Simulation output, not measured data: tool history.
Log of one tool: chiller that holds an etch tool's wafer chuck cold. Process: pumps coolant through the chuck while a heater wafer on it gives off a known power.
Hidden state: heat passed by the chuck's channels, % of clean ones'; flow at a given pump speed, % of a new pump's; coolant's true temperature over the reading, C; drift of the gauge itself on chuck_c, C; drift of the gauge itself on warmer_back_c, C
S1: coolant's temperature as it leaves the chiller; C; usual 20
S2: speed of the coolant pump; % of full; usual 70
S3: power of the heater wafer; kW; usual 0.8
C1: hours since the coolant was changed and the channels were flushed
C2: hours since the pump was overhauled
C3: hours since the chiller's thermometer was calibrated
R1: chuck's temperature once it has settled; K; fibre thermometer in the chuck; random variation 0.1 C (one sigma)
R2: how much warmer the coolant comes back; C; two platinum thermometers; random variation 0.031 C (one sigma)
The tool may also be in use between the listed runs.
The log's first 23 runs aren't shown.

Run 24, hour 1510.5: usual settings but S1 28 C, S2 69 % of full; C1 4540; C2 3126; C3 1523. Result: R1 307.25 K, R2 3.02 C.
Run 25, hour 1601.2: usual settings but S3 0.841 kW; C1 4631; C2 3217; C3 1614. Result: R1 299.35 K, R2 3.11 C.
Run 26, hour 1665: usual settings but S3 0.841 kW; C1 4695; C2 3280; C3 1678. Result: R1 299.35 K, R2 2.99 C.
Run 27, hour 1720.6: usual settings but S3 0.841 kW; C1 4750; C2 3336; C3 1734. Result: R1 299.35 K, R2 3.08 C.
Run 28, hour 1782.1: usual settings but S2 96 % of full, S3 0.488 kW; C1 4812; C2 3398; C3 1795. Result: R1 295.95 K, R2 1.29 C.
Run 29, hour 1859.2: usual settings but S1 23 C, S2 96 % of full, S3 0.546 kW; C1 4889; C2 3475; C3 1872. Result: R1 299.55 K, R2 1.5 C.
Run 30, hour 1951.2: usual settings but S1 18 C, S2 75 % of full, S3 0.674 kW; C1 4981; C2 3567; C3 1964. Result: R1 295.95 K, R2 2.3 C.
Run 31, hour 2020.4: usual settings but S1 18 C, S2 75 % of full, S3 0.674 kW; C1 5050; C2 3636; C3 2033. Result: R1 296.15 K, R2 2.34 C.
Run 32, hour 2099.2: usual settings but S1 18 C, S2 75 % of full, S3 0.674 kW; C1 5129; C2 3715; C3 2112. Result: R1 295.95 K, R2 2.33 C.

Forecast each of these 3 alternatives for the next run:
Run A, hour 2152.8: usual settings but S1 18 C, S2 96 % of full, S3 0.674 kW; C1 5182; C2 3768; C3 2166. Result: R1 ?, R2 ?.
Run B, hour 2152.8: usual settings but S1 17 C, S2 75 % of full, S3 0.674 kW; C1 5182; C2 3768; C3 2166. Result: R1 ?, R2 ?.
Run C, hour 2152.8: usual settings but S1 17 C, S2 87 % of full, S3 1.087 kW; C1 5182; C2 3768; C3 2166. Result: R1 ?, R2 ?.

run      R1    R2
  A  295.25  1.75
  B  294.95  2.33
  C  297.35   3.2
Without the tool's hidden state the same runs would have given:
run      R1    R2
  A  295.25  1.75
  B  294.95  2.32
  C  297.35  3.19
